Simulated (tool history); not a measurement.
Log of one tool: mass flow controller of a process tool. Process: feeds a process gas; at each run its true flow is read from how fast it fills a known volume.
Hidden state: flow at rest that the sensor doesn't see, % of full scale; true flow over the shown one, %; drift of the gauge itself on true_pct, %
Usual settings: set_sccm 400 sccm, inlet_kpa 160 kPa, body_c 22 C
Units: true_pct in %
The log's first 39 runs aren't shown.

run    hour  set_sccm  inlet_kpa  body_c  hours of work since the controller was set to zero  hours of work since the controller was changed  true_pct
 40  7577.9       259        217      38                                                5620                                            5620    102.77
 41  7833.0       259        211      29                                                5761                                            5761    102.26
 42  7978.2       400        207      39                                                5841                                            5841    103.28
 43  8137.1       400        207      39                                                5929                                            5929    103.22
 44  8411.6       294        207      24                                                6081                                            6081    101.86
 45  8585.1       115        160      35                                                6177                                            6177    104.35
 46  8858.5       115        160      35                                                6328                                            6328    104.23
 47  9006.0       400        160      37                                                6410                                            6410    103.62
 48  9274.9       400        154      22                                                6559                                            6559    102.56
 49  9547.8       190        234      35                                                6710                                            6710    103.21

3 ways to go on from here, each from the tool as it stands after run 49. What would each give?
  A  9677.8       113        160      29                                                6782                                            6782         ?
  B  9677.8       272        174      22                                                6782                                            6782         ?
  C  9677.8       192        189      32                                                6782                                            6782         ?

run  true_pct
  A    104.24
  B    102.48
  C    103.27
Without the tool's hidden state the same runs would have given:
run  true_pct
  A     98.64
  B     98.93
  C     99.12
